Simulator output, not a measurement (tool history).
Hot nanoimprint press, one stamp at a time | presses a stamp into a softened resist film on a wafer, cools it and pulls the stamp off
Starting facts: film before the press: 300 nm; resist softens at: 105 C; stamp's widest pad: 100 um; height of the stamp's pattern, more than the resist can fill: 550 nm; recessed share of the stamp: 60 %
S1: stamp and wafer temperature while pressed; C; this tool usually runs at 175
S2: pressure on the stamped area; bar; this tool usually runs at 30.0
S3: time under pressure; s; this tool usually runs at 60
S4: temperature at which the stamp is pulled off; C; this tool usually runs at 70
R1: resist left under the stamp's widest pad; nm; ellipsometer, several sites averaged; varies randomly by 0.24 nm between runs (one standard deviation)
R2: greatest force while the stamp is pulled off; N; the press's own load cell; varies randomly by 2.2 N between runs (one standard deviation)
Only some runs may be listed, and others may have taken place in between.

run	hour	S1	S2	S3	S4	R1	R2
1	0.0	175	30.0	60	70	156.0	101
2	28.0	175	30.0	60	70	156.4	99
3	57.8	175	30.0	60	70	156.5	99
4	80.9	175	30.0	60	62	156.8	109
5	109.0	175	30.0	60	75	156.5	95
6	143.9	175	30.0	60	70	156.9	98
7	166.2	175	40.4	60	70	132.9	101
# hour 188.0: stamp cleaned and given a new release coat
8	201.9	175	40.4	60	70	133.0	98
9	225.7	175	40.4	60	70	133.3	93
# hour 260.0: plate thermocouple calibrated
10	262.8	175	40.4	60	70	133.0	96
11	298.4	165	30.0	60	70	212.4	98
12	328.4	165	30.0	60	70	211.7	97
13	349.3	165	30.0	60	70	212.4	97
14	368.6	172	30.0	60	61	172.9	106
15	388.3	173	40.6	47	61	153.7	106
16	406.8	164	23.7	47	59	247.1	109
17	422.7	172	18.1	71	61	209.3	113
18	446.5	163	30.0	51	70	231.4	98
19	481.1	163	30.0	51	70	232.1	98
20	501.6	163	30.0	51	70	231.7	99
21	520.7	175	19.2	60	70	196.9	102
22	540.9	175	19.2	60	70	197.1	103
# hour 558.4: gauge calibrated
23	573.9	175	19.2	60	70	194.3	100
24	589.1	175	34.1	76	57	135.3	110
25	606.3	168	44.6	60	70	159.4	99

What if the next run were any one of these 3? Each begins from the tool's condition after run 25:
A	637.7	175	21.1	92	70	?	?
B	637.7	168	44.6	60	72	?	?
C	637.7	186	30.0	101	70	?	?

run	R1	R2
A	165.3	100
B	159.6	97
C	93.6	97
Without the tool's unlogged condition, the same runs would have read:
run	R1	R2
A	165.0	100
B	159.3	96
C	93.5	96
